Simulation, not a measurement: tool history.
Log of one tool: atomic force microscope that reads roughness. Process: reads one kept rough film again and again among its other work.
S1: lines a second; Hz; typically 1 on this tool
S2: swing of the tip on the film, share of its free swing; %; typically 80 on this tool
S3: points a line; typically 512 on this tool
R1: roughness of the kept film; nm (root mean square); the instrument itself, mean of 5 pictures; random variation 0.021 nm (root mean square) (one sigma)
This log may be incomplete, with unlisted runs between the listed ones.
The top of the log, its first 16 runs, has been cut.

| run | hour | S1 | S2 | S3 | R1 |
|---|---|---|---|---|---|
| 17 | 119.1 | 1 | 80 | 512 | 4.832 |
| 18 | 123.4 | 1.45 | 71 | 868 | 4.89 |
| 19 | 131.9 | 0.76 | 80 | 257 | 4.869 |
| 20 | 141 | 0.76 | 80 | 257 | 4.868 |
| 21 | 147.7 | 3.05 | 68 | 512 | 4.591 |
| 22 | 151.9 | 1.77 | 63 | 1009 | 4.858 |
| 23 | 161.8 | 1.77 | 63 | 1009 | 4.86 |
| 24 | 168.6 | 1.65 | 78 | 1009 | 4.636 |
| 25 | 177.4 | 1.55 | 77 | 621 | 4.689 |
| 26 | 182.9 | 1.21 | 80 | 969 | 4.676 |

Run 27, settings as shown, results not yet in. Your forecast:
| 27 | 190.6 | 1.21 | 80 | 969 | ? |

R1: 4.717 nm (root mean square)
With no hidden state in the tool, this same run would have given R1 4.989 nm (root mean square).

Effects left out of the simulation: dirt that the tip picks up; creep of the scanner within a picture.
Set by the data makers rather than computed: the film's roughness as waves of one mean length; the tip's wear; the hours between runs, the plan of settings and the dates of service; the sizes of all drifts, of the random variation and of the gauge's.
